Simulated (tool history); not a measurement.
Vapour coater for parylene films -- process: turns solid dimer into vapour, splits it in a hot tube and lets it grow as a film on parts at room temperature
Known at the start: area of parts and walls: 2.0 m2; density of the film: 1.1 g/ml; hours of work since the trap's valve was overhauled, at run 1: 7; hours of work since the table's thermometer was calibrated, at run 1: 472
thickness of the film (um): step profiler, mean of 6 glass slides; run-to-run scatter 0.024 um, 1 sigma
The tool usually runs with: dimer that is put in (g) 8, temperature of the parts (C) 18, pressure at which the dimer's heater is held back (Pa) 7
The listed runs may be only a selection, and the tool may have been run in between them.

run,hour,dimer that is put in (g),temperature of the parts (C),pressure at which the dimer's heater is held back (Pa),hours of work since the trap's valve was overhauled,hours of work since the table's thermometer was calibrated,thickness of the film (um)
1,0,8,18,7,7,472,1.61
2,22.7,8,18,7,16,481,1.57
3,42.3,8,18,7,25,489,1.59
4,58.2,8,18,7.62,31,496,1.48
5,73.3,8,18,7.62,38,503,1.51
6,95.2,8,18,7.62,47,512,1.54
7,122,8,18,7.62,58,523,1.46
8,151.9,8,18,7.62,71,536,1.48
9,179.3,8,18,7.62,83,547,1.51
10,194.8,5,24,7,89,554,0.75
11,226.5,5,24,7,103,567,0.76
12,249.3,7,18,7,112,577,1.32
13,279.4,7,18,7,125,590,1.28
14,301.3,4,12,7,134,599,0.91
15,325.9,4,12,7,145,609,0.95

Branching from run 15: 3 alternative next runs. What would each branch give?
A,349.4,4,28,7,154,619,?
B,349.4,6,12,3.35,154,619,?
C,349.4,8,22,7.78,154,619,?

run,thickness of the film (um)
A,0.49
B,1.51
C,1.22
Take away the tool's hidden state, keep each run's random variation, and the runs would have read:
run,thickness of the film (um)
A,0.54
B,1.67
C,1.35

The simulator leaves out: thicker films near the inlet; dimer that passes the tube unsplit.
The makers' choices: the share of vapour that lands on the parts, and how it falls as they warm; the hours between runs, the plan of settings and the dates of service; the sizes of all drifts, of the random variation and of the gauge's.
